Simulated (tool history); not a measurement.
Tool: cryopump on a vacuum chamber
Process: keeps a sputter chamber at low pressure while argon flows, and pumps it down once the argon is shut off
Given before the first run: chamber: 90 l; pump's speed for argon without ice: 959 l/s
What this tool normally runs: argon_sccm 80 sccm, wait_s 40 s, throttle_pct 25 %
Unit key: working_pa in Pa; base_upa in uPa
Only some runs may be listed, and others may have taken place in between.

run,hour,argon_sccm,wait_s,throttle_pct,working_pa,base_upa
1,0,80,40,25,0.5935,6.28
2,12.1,80,40,25,0.5971,6.21
3,23.1,80,40,25,0.599,6.25
4,39.9,80,40,18,0.818,6.3
# hour 43: leaking fittings of the chamber tightened, without venting
5,62.9,80,40,18,0.8189,3.13
6,79.8,80,40,18,0.8151,3.15
7,92.6,80,134,18,0.8231,1.25
8,104.9,80,134,18,0.8192,1.21
9,120.4,80,134,18,0.8233,1.26
10,138,80,134,18,0.824,1.28
11,147.3,80,134,29,0.5282,1.3
12,167.5,80,134,29,0.5312,1.3
13,189.5,80,134,29,0.5323,1.28
14,204.9,80,134,29,0.5303,1.32
15,221.3,91,148,34,0.5286,1.25
16,231,74,59,25,0.5681,2.41
17,251.1,63,40,16,0.7318,3.3
18,266.8,139,115,46,0.6247,1.48
19,275.9,142,77,20,1.3533,2
20,296.5,60,112,47,0.2667,1.55
21,311.5,60,112,47,0.2642,1.6
22,326.6,47,112,36,0.2631,1.61
23,336.7,39,127,15,0.4864,1.49
24,351,39,127,15,0.4857,1.5
25,371.9,102,40,43,0.4923,3.37

Consider 5 possible next runs. They are alternatives, not a sequence: every one starts from the tool as it was left by run 25. What does each give?
A,381.3,42,106,55,?,?
B,381.3,119,82,24,?,?
C,381.3,41,138,25,?,?
D,381.3,102,140,40,?,?
E,381.3,119,26,24,?,?

run,working_pa,base_upa
A,0.167,1.65
B,0.965,1.98
C,0.3192,1.48
D,0.5308,1.44
E,0.9614,4.74
What these runs would have given with no unlogged condition in the tool:
run,working_pa,base_upa
A,0.1354,1.3
B,0.8752,1.63
C,0.2884,1.12
D,0.4534,1.08
E,0.872,4.4

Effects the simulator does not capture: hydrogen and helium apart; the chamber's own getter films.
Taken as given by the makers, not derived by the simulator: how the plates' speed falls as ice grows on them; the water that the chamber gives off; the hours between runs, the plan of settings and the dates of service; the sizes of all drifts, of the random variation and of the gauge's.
